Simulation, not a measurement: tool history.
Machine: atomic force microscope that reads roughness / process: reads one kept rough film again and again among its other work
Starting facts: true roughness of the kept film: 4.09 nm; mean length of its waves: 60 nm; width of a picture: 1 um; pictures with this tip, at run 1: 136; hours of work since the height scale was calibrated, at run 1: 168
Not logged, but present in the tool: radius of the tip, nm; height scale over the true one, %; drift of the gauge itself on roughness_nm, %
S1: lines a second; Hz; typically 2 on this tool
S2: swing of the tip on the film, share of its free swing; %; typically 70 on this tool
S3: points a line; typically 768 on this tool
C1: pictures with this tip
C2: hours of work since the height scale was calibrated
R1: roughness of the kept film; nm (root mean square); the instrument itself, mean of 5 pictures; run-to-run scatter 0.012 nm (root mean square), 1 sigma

Run 1, hour 0: usual settings; C1 136; C2 168. Result: R1 3.829 nm (root mean square).
Run 2, hour 57.5: usual settings; C1 202; C2 211. Result: R1 3.832 nm (root mean square).
At hour 94.5: new tip fitted.
Run 3, hour 102.6: usual settings; C1 9; C2 243. Result: R1 3.823 nm (root mean square).
Run 4, hour 173: usual settings but S3 549; C1 91; C2 295. Result: R1 3.837 nm (root mean square).
Run 5, hour 226.8: usual settings but S3 549; C1 153; C2 335. Result: R1 3.831 nm (root mean square).
Run 6, hour 301.6: usual settings but S2 61 %; C1 239; C2 389. Result: R1 3.878 nm (root mean square).
At hour 312: new tip fitted.
Run 7, hour 345: usual settings but S2 61 %; C1 38; C2 421. Result: R1 3.905 nm (root mean square).
Run 8, hour 390.2: usual settings but S2 64 %; C1 91; C2 454. Result: R1 3.872 nm (root mean square).
Run 9, hour 446: usual settings but S2 64 %; C1 155; C2 495. Result: R1 3.853 nm (root mean square).
Run 10, hour 520.3: usual settings but S2 64 %; C1 241; C2 550. Result: R1 3.845 nm (root mean square).
At hour 525.7: new tip fitted.
Run 11, hour 566.1: usual settings but S1 0.68 Hz; C1 47; C2 583. Result: R1 3.898 nm (root mean square).
Run 12, hour 628.1: usual settings but S2 76 %; C1 119; C2 629. Result: R1 3.781 nm (root mean square).
Run 13, hour 682.7: usual settings but S2 76 %; C1 182; C2 669. Result: R1 3.779 nm (root mean square).
At hour 743.1: new tip fitted.
Run 14, hour 758.4: usual settings but S2 76 %; C1 18; C2 724. Result: R1 3.791 nm (root mean square).
Run 15, hour 812.2: usual settings but S2 76 %; C1 80; C2 763. Result: R1 3.766 nm (root mean square).
Run 16, hour 871.6: usual settings but S2 76 %; C1 149; C2 807. Result: R1 3.784 nm (root mean square).
Run 17, hour 916.7: usual settings but S1 2.13 Hz, S2 77 %, S3 554; C1 201; C2 840. Result: R1 3.734 nm (root mean square).
At hour 956.1: new tip fitted.
Run 18, hour 987.9: usual settings but S1 1.56 Hz, S2 77 %, S3 554; C1 37; C2 892. Result: R1 3.814 nm (root mean square).

The next listed run, before its measurement:
Run 19, hour 1043.7: usual settings but S1 2.2 Hz, S2 60 %; C1 102; C2 933. Result: R1 ?.

{"run 19": {"R1": 3.88}}
The same run, on a tool lacking any hidden state, would have yielded R1 3.882 nm (root mean square).

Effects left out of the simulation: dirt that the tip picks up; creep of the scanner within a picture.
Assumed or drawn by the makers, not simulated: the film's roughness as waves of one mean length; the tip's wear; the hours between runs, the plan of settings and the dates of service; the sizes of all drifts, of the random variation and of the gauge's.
